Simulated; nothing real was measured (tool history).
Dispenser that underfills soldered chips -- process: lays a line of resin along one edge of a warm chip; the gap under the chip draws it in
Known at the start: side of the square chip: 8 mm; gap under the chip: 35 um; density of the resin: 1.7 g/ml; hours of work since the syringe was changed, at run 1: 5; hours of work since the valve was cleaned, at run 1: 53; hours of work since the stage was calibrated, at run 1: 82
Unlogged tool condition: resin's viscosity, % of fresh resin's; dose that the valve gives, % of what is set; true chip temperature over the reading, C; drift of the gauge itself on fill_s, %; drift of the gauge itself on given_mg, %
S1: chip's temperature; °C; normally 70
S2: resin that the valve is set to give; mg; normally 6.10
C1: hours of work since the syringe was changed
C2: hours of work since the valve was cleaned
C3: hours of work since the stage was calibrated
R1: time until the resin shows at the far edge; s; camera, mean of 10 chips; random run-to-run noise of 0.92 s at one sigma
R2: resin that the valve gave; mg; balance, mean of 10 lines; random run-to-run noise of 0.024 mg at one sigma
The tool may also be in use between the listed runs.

{"run": 1, "hour": 0.0, "S1": 70, "S2": 6.1, "C1": 5, "C2": 53, "C3": 82, "R1": 101.8, "R2": 5.95}
{"hour": 4.9, "done": "new syringe of resin"}
{"run": 2, "hour": 7.0, "S1": 70, "S2": 6.1, "C1": 2, "C2": 58, "C3": 87, "R1": 90.0, "R2": 5.89}
{"hour": 15.8, "done": "new syringe of resin"}
{"hour": 17.9, "done": "dispensing valve cleaned and set on the balance"}
{"run": 3, "hour": 21.5, "S1": 70, "S2": 6.1, "C1": 3, "C2": 3, "C3": 97, "R1": 91.1, "R2": 6.14}
{"hour": 28.0, "done": "new syringe of resin"}
{"run": 4, "hour": 29.5, "S1": 70, "S2": 6.1, "C1": 1, "C2": 8, "C3": 102, "R1": 86.0, "R2": 6.11}
{"hour": 39.1, "done": "new syringe of resin"}
{"run": 5, "hour": 43.0, "S1": 70, "S2": 5.36, "C1": 3, "C2": 18, "C3": 112, "R1": 93.7, "R2": 5.3}
{"hour": 50.5, "done": "new syringe of resin"}
{"run": 6, "hour": 54.1, "S1": 70, "S2": 5.36, "C1": 3, "C2": 26, "C3": 120, "R1": 92.1, "R2": 5.31}
{"hour": 61.8, "done": "new syringe of resin"}
{"run": 7, "hour": 66.2, "S1": 70, "S2": 5.36, "C1": 3, "C2": 34, "C3": 128, "R1": 95.3, "R2": 5.28}
{"hour": 72.9, "done": "new syringe of resin"}
{"run": 8, "hour": 77.4, "S1": 70, "S2": 6.62, "C1": 3, "C2": 42, "C3": 136, "R1": 92.5, "R2": 6.47}
{"hour": 84.4, "done": "new syringe of resin"}
{"run": 9, "hour": 87.6, "S1": 61, "S2": 7.36, "C1": 2, "C2": 49, "C3": 143, "R1": 148.1, "R2": 7.19}

The next listed run, before its measurement:
{"run": 10, "hour": 93.5, "S1": 61, "S2": 7.36, "C1": 7, "C2": 54, "C3": 148, "R1": "?", "R2": "?"}

{"run 10": {"R1": 175.3, "R2": 7.14}}
Take away the tool's hidden state, keep the run-to-run variation as it was, and the same run would have given R1 142.7 s, R2 7.35 mg.
